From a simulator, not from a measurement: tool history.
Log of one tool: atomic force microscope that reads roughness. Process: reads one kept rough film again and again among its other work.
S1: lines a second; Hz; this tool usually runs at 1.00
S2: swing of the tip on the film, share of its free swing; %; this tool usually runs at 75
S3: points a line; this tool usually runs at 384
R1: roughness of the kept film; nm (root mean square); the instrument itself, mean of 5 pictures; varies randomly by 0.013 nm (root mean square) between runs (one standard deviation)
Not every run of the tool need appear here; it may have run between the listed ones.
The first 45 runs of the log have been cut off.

Run 46, hour 282.5: usual settings but S1 0.90 Hz, S2 58 %, S3 462. Result: R1 2.935 nm (root mean square).
Run 47, hour 287.3: usual settings but S1 0.90 Hz, S2 58 %, S3 462. Result: R1 2.903 nm (root mean square).
Run 48, hour 295.8: usual settings but S1 0.90 Hz, S2 58 %, S3 462. Result: R1 2.859 nm (root mean square).
Run 49, hour 302.5: usual settings but S1 1.77 Hz, S3 328. Result: R1 2.532 nm (root mean square).
Run 50, hour 310.6: usual settings but S1 1.77 Hz, S3 328. Result: R1 2.499 nm (root mean square).
Run 51, hour 318.1: usual settings but S1 1.77 Hz, S3 328. Result: R1 2.482 nm (root mean square).
Run 52, hour 327.0: usual settings but S2 90 %. Result: R1 2.398 nm (root mean square).
Run 53, hour 334.3: usual settings but S1 1.54 Hz, S2 90 %. Result: R1 2.201 nm (root mean square).

Consider 4 possible next runs. They are alternatives, not a sequence: every one starts from the tool as it was left by run 53. What does each give?
Run A, hour 338.8: usual settings but S1 1.54 Hz, S2 90 %, S3 406. Result: R1 ?.
Run B, hour 338.8: usual settings but S1 1.54 Hz, S2 58 %. Result: R1 ?.
Run C, hour 338.8: usual settings but S1 2.78 Hz, S3 283. Result: R1 ?.
Run D, hour 338.8: usual settings but S1 3.00 Hz, S2 72 %. Result: R1 ?.

run     R1
  A  2.180
  B  2.597
  C  2.225
  D  2.257
Had the tool no hidden state, the same runs would have come out as:
run     R1
  A  2.634
  B  3.138
  C  2.687
  D  2.728
